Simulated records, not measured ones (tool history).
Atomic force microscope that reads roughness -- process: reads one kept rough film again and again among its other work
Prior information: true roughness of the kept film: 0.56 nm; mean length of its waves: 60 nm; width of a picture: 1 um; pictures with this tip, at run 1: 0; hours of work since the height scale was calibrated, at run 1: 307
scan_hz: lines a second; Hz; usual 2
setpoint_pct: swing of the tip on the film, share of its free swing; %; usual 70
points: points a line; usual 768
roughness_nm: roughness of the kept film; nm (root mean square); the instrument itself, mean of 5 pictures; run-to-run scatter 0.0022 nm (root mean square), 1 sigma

run     day  scan_hz  setpoint_pct  points  pictures with this tip  hours of work since the height scale was calibrated  roughness_nm
  1       0        2            70     768                       0                                                  307         0.515
  2   1.129        2            70     449                      37                                                  325         0.515
  3   2.638        2            70     768                      87                                                  350         0.517
  4   3.858        2            70     768                     128                                                  370         0.516
      4.792  -- new tip fitted
  5     5.2        2            70     768                      14                                                  392         0.516
  6   6.758        2            70     768                      65                                                  417         0.518
  7   7.875        2            70     768                     102                                                  436         0.515
  8   9.204        2            70     291                     146                                                  458         0.518
      9.617  -- new tip fitted
  9  10.179        2            70     768                      19                                                  473         0.514
 10  11.721        2            70     768                      70                                                  499         0.518
 11  13.358        2            70     768                     125                                                  526         0.517
     14.404  -- new tip fitted
 12  14.792        2            70     768                      12                                                  549         0.517
 13  16.462        2            70     768                      68                                                  577          0.52
 14   17.15     0.89            70     768                      91                                                  588          0.54
 15    17.9        2            70     768                     115                                                  600         0.518
 16  18.821        2            70     768                     146                                                  615         0.516
     19.204  -- new tip fitted
 17  19.825        2            70     768                      21                                                  631         0.514
 18  21.275        2            70     796                      69                                                  655         0.512
 19  22.146        2            70     796                      98                                                  670         0.513
 20  23.067        2            70     796                     128                                                  685         0.513
     24.038  -- new tip fitted
 21  24.067        2            70     768                       1                                                  701         0.513
 22  25.029        2            70     768                      33                                                  717         0.515
 23  25.833     1.54            67     286                      59                                                  730         0.525
 24  27.488        2            70     310                     114                                                  757         0.514
 25  28.242     3.19            70     523                     139                                                  770          0.49
     28.921  -- new tip fitted
 26  29.612     3.19            70     523                      23                                                  792         0.492
 27  30.954     0.73            81     523                      67                                                  814         0.528
 28  32.288        2            87     934                     112                                                  836         0.468
 29  33.458     3.55            70     768                     151                                                  855         0.483
       33.8  -- new tip fitted
 30    34.9     0.56            73     408                      37                                                  879         0.543
 31  35.858     0.56            73     408                      68                                                  894         0.541
 32  37.071     3.06            81     373                     109                                                  914         0.458
 33  37.967     1.41            57     373                     138                                                  929         0.542
     38.579  -- new tip fitted
 34   38.85        2            81     768                       9                                                  943         0.485
 35  39.862        2            81     768                      43                                                  960         0.483
 36  41.296     0.95            67     481                      90                                                  983         0.539
 37    42.2     1.36            55     390                     120                                                  998         0.545
     43.379  -- new tip fitted
 38  43.425      2.5            69     257                       1                                                 1018         0.506
 39    45.1     3.59            75     912                      57                                                 1046          0.47
 40  46.746     1.55            68     954                     111                                                 1073         0.527
 41  47.617     0.56            70     491                     140                                                 1087         0.548
     48.225  -- new tip fitted
 42  48.804        2            70     339                      19                                                 1106         0.517
 43  49.962     0.66            59     409                      57                                                 1125         0.547

Forecast each of these 4 alternatives for the next run:
  A  51.488     0.82            70     367                     108                                                 1150             ?
  B  51.488     1.08            76     768                     108                                                 1150             ?
  C  51.488     2.02            81     390                     108                                                 1150             ?
  D  51.488     0.58            59     409                     108                                                 1150             ?

run  roughness_nm
  A         0.538
  B         0.525
  C         0.488
  D         0.547
With no hidden state in the tool, these same runs would have given:
run  roughness_nm
  A         0.539
  B         0.525
  C         0.489
  D         0.547
